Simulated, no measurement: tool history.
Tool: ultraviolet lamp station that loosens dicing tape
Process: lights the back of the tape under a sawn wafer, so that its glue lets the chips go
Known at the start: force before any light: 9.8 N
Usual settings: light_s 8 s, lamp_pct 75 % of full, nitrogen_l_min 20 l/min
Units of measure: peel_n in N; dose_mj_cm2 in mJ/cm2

Run 1, day 0.000: usual settings. Result: peel_n 1.081 N, dose_mj_cm2 441 mJ/cm2.
Run 2, day 1.317: usual settings. Result: peel_n 1.101 N, dose_mj_cm2 427 mJ/cm2.
Run 3, day 2.621: usual settings. Result: peel_n 1.151 N, dose_mj_cm2 419 mJ/cm2.
Run 4, day 3.767: usual settings. Result: peel_n 1.168 N, dose_mj_cm2 418 mJ/cm2.
Run 5, day 4.425: usual settings. Result: peel_n 1.197 N, dose_mj_cm2 413 mJ/cm2.
Run 6, day 5.754: usual settings. Result: peel_n 1.260 N, dose_mj_cm2 408 mJ/cm2.
Run 7, day 6.575: usual settings. Result: peel_n 1.263 N, dose_mj_cm2 401 mJ/cm2.
Run 8, day 7.654: usual settings but nitrogen_l_min 15 l/min. Result: peel_n 1.485 N, dose_mj_cm2 402 mJ/cm2.
Run 9, day 8.346: usual settings but nitrogen_l_min 15 l/min. Result: peel_n 1.525 N, dose_mj_cm2 398 mJ/cm2.
At day 9.450: window cleaned of glue's vapour.
Run 10, day 9.821: usual settings but nitrogen_l_min 15 l/min. Result: peel_n 1.204 N, dose_mj_cm2 464 mJ/cm2.
Run 11, day 10.733: usual settings. Result: peel_n 0.969 N, dose_mj_cm2 453 mJ/cm2.
Run 12, day 11.733: usual settings. Result: peel_n 1.026 N, dose_mj_cm2 454 mJ/cm2.
Run 13, day 12.654: usual settings. Result: peel_n 1.046 N, dose_mj_cm2 451 mJ/cm2.
Run 14, day 14.104: usual settings. Result: peel_n 1.081 N, dose_mj_cm2 441 mJ/cm2.
Run 15, day 14.817: usual settings. Result: peel_n 1.068 N, dose_mj_cm2 436 mJ/cm2.
Run 16, day 15.646: usual settings. Result: peel_n 1.100 N, dose_mj_cm2 432 mJ/cm2.
Run 17, day 16.908: usual settings. Result: peel_n 1.132 N, dose_mj_cm2 431 mJ/cm2.
Run 18, day 17.612: usual settings but lamp_pct 62 % of full. Result: peel_n 1.608 N, dose_mj_cm2 351 mJ/cm2.
Run 19, day 18.612: usual settings but lamp_pct 62 % of full. Result: peel_n 1.647 N, dose_mj_cm2 344 mJ/cm2.
Run 20, day 19.567: usual settings but lamp_pct 62 % of full. Result: peel_n 1.676 N, dose_mj_cm2 343 mJ/cm2.
Run 21, day 20.717: usual settings. Result: peel_n 1.223 N, dose_mj_cm2 406 mJ/cm2.
Run 22, day 21.362: usual settings. Result: peel_n 1.235 N, dose_mj_cm2 408 mJ/cm2.
Run 23, day 22.358: usual settings. Result: peel_n 1.232 N, dose_mj_cm2 408 mJ/cm2.
Run 24, day 23.133: usual settings but lamp_pct 76 % of full, nitrogen_l_min 38 l/min. Result: peel_n 0.862 N, dose_mj_cm2 406 mJ/cm2.
Run 25, day 23.767: usual settings but light_s 10 s, lamp_pct 76 % of full, nitrogen_l_min 12 l/min. Result: peel_n 1.219 N, dose_mj_cm2 505 mJ/cm2.
Run 26, day 25.196: usual settings but light_s 10 s, lamp_pct 76 % of full, nitrogen_l_min 12 l/min. Result: peel_n 1.248 N, dose_mj_cm2 495 mJ/cm2.
Run 27, day 26.654: usual settings but light_s 6 s, lamp_pct 74 % of full, nitrogen_l_min 12 l/min. Result: peel_n 2.984 N, dose_mj_cm2 282 mJ/cm2.
Run 28, day 27.629: usual settings but light_s 6 s, lamp_pct 74 % of full, nitrogen_l_min 12 l/min. Result: peel_n 2.900 N, dose_mj_cm2 283 mJ/cm2.
Run 29, day 28.817: usual settings but light_s 6 s, lamp_pct 74 % of full, nitrogen_l_min 12 l/min. Result: peel_n 3.021 N, dose_mj_cm2 275 mJ/cm2.
At day 29.754: window cleaned of glue's vapour.
Run 30, day 30.358: usual settings but light_s 6 s, lamp_pct 68 % of full, nitrogen_l_min 12 l/min. Result: peel_n 2.712 N, dose_mj_cm2 289 mJ/cm2.
Run 31, day 31.808: usual settings but light_s 13 s, lamp_pct 82 % of full, nitrogen_l_min 18 l/min. Result: peel_n 0.381 N, dose_mj_cm2 761 mJ/cm2.
Run 32, day 32.662: usual settings but light_s 13 s, nitrogen_l_min 18 l/min. Result: peel_n 0.446 N, dose_mj_cm2 696 mJ/cm2.
Run 33, day 33.667: usual settings but light_s 13 s, nitrogen_l_min 18 l/min. Result: peel_n 0.454 N, dose_mj_cm2 685 mJ/cm2.
Run 34, day 34.842: usual settings but light_s 6 s, lamp_pct 76 % of full, nitrogen_l_min 8 l/min. Result: peel_n 3.097 N, dose_mj_cm2 314 mJ/cm2.
Run 35, day 36.246: usual settings but light_s 4 s, lamp_pct 74 % of full, nitrogen_l_min 7 l/min. Result: peel_n 4.850 N, dose_mj_cm2 207 mJ/cm2.
Run 36, day 37.521: usual settings but light_s 4 s, lamp_pct 74 % of full, nitrogen_l_min 24 l/min. Result: peel_n 3.219 N, dose_mj_cm2 199 mJ/cm2.
Run 37, day 38.296: usual settings but light_s 5 s, lamp_pct 77 % of full, nitrogen_l_min 35 l/min. Result: peel_n 2.009 N, dose_mj_cm2 259 mJ/cm2.
Run 38, day 39.496: usual settings but light_s 5 s, lamp_pct 77 % of full, nitrogen_l_min 35 l/min. Result: peel_n 2.028 N, dose_mj_cm2 252 mJ/cm2.
Run 39, day 40.942: usual settings but light_s 12 s, lamp_pct 61 % of full, nitrogen_l_min 12 l/min. Result: peel_n 1.368 N, dose_mj_cm2 470 mJ/cm2.
Run 40, day 41.679: usual settings but lamp_pct 60 % of full, nitrogen_l_min 12 l/min. Result: peel_n 2.583 N, dose_mj_cm2 311 mJ/cm2.
Run 41, day 42.492: usual settings but light_s 5 s, lamp_pct 64 % of full. Result: peel_n 3.468 N, dose_mj_cm2 207 mJ/cm2.
Run 42, day 43.117: usual settings but light_s 7 s, lamp_pct 90 % of full, nitrogen_l_min 6 l/min. Result: peel_n 2.653 N, dose_mj_cm2 400 mJ/cm2.

Hidden state or all else? Some run-to-run changes of peel_n, split into what the settings, what came in and random variation would give without the hidden state, and what is left for the hidden state (with any gauge scatter that isn't in both results):
The tool's hidden condition here consists of: lamp's light, % of a new lamp's; light that the window lets through, % of a clean one's; drift of the gauge itself on peel_n, %; drift of the gauge itself on dose_mj_cm2, %.
Run 26 -> 27: light_s 10 -> 6, lamp_pct 76 -> 74. peel_n +1.736 N: hidden state +0.371, all else +1.365.
Run 29 -> 30: lamp_pct 74 -> 68, window cleaned of glue's vapour. peel_n -0.309 N: hidden state -0.490, all else +0.181.
Run 30 -> 31: light_s 6 -> 13, lamp_pct 68 -> 82, nitrogen_l_min 12 -> 18. peel_n -2.331 N: hidden state -0.329, all else -2.002.
Run 33 -> 34: light_s 13 -> 6, lamp_pct 75 -> 76, nitrogen_l_min 18 -> 8. peel_n +2.643 N: hidden state +0.465, all else +2.178.
Run 34 -> 35: light_s 6 -> 4, lamp_pct 76 -> 74, nitrogen_l_min 8 -> 7. peel_n +1.753 N: hidden state +0.059, all else +1.694.
